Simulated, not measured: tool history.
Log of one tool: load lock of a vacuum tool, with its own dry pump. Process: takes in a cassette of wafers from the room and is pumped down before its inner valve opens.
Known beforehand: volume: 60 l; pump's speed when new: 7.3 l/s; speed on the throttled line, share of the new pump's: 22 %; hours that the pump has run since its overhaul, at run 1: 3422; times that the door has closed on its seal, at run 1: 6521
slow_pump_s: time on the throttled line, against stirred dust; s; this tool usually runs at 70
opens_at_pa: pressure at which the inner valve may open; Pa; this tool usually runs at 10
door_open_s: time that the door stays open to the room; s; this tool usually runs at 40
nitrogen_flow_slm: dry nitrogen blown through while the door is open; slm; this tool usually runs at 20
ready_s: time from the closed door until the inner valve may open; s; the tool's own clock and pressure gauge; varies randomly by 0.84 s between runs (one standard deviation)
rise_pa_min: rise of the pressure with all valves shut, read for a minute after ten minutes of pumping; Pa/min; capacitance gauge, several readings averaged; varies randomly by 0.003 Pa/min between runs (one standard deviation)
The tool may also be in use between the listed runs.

run,day,slow_pump_s,opens_at_pa,door_open_s,nitrogen_flow_slm,hours that the pump has run since its overhaul,times that the door has closed on its seal,"incoming humidity of the room's air, %",ready_s,rise_pa_min
1,0,70,10,40,20,3422,6521,49.1,132.1,0.02
2,3.25,70,10,40,20,3500,6670,45.8,131.9,0.016
3,7.021,70,10,40,20,3590,6842,44.4,131.8,0.018
4,12.929,46,10,40,20,3732,7113,45.9,111.8,0.018
5,15.85,55,10,40,20,3802,7246,44.3,120.7,0.02
6,20.046,55,10,184,20,3903,7438,49,120.1,0.038
7,23.996,70,10,40,20,3998,7619,42.4,131.3,0.017
8,29.367,70,9,228,20,4127,7865,44.8,132.4,0.039
9,33.117,95,12,217,8,4217,8036,44.4,148.7,0.051
10,38.392,70,14,45,20,4343,8277,43.7,129,0.02
11,44.558,70,17,40,7,4491,8559,48,128,0.028
12,50.433,44,10,29,21,4632,8828,45.8,111.2,0.014
13,55.254,44,10,29,21,4748,9049,46.2,110.8,0.014

Each row is a separate what-if for the run after 13, all from the same tool condition, not one after another. Results?
A,61.417,44,17,29,21,4896,9330,42.8,?,?
B,61.417,57,14,29,21,4896,9330,45.9,?,?
C,61.417,48,16,58,21,4896,9330,44.7,?,?
D,61.417,44,7,29,21,4896,9330,45.6,?,?

run,ready_s,rise_pa_min
A,105.6,0.014
B,118.4,0.015
C,111.3,0.024
D,115.2,0.017
Had the tool no hidden state, the same runs would have come out as:
run,ready_s,rise_pa_min
A,105.5,0.014
B,118.4,0.015
C,111.3,0.023
D,115.2,0.017
